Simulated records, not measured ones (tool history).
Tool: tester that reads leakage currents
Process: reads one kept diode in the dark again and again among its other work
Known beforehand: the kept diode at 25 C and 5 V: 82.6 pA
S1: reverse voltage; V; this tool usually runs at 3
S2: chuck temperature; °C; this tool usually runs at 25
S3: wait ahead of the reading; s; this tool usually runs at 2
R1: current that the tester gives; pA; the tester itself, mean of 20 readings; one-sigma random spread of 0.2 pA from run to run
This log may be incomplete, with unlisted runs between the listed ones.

run,day,S1,S2,S3,R1
1,0,3,25,2,70.07
2,0.829,3,23,2,60.26
3,2.471,3,23,2,59.97
4,3.825,3,23,2,60.26
5,5.325,3,23,2,60.51
6,6.288,3,25,0.51,71.49
7,7.8,3,25,0.51,71.14
8,9.225,3,25,0.51,71.35
9,10.954,3,25,0.51,71.64
10,12.288,3,25,0.51,71.69
11,14.025,3,25,0.51,72.2
12,14.95,3,25,0.51,72.17
13,16.338,3,25,0.51,72.48
14,18.025,3,25,0.51,72.75
15,19.15,3,25,2,72.4
16,20.129,3,25,2,72.22
17,21.304,3,25,2,72.86
18,22.65,3,25,2,73.11
19,24.296,3,25,2,73.15
20,25.908,3,25,2,73.09
21,27.138,1.71,28,1.81,69.88
22,28.746,1.71,28,1.81,70.11
23,29.862,3,40,2,233.62
24,30.988,2.74,40,0.96,222.13
25,31.858,2.87,40,1.17,227.41
26,32.729,2.87,40,7.27,227.44
27,34.35,11.83,50,1.3,943.68
28,35.888,12.36,49,1.09,900.15
29,37.571,3.2,33,0.43,143.44
30,39.212,9.43,27,0.51,155.72
31,40.554,9.43,27,0.51,155.95
32,41.362,9.43,27,0.51,155.44
33,42.85,3.14,25,0.51,76.15
34,44.204,3.14,25,0.51,77.03
# day 45.033: chuck's temperature calibrated
35,45.188,4.46,25,4.53,78.68
36,46.129,1.65,40,0.83,154.02
37,46.867,1.65,40,0.83,154.68
38,48.267,1.65,40,0.83,154.83
39,49.858,1.65,40,0.83,155.66
40,50.717,1.24,30,4.01,62.58

Some steps in R1 between neighbouring runs. How much of each would the tool show without its hidden state too (settings, what came in, random variation), and how much is left for the hidden state, with any gauge scatter that isn't in both results?
The tool's hidden condition here consists of: stray current of the dirty probe card, pA a volt; current scale over the true one, %; true chuck temperature over the reading, C; drift of the gauge itself on leakage_pa, %.
Run 22 -> 23: S1 1.71 -> 3, S2 28 -> 40, S3 1.81 -> 2. R1 +163.51 pA: hidden state +17.63, all else +145.88.
Run 26 -> 27: S1 2.87 -> 11.83, S2 40 -> 50, S3 7.27 -> 1.3. R1 +716.24 pA: hidden state +76.82, all else +639.42.
Run 28 -> 29: S1 12.36 -> 3.2, S2 49 -> 33, S3 1.09 -> 0.43. R1 -756.71 pA: hidden state -82.07, all else -674.64.

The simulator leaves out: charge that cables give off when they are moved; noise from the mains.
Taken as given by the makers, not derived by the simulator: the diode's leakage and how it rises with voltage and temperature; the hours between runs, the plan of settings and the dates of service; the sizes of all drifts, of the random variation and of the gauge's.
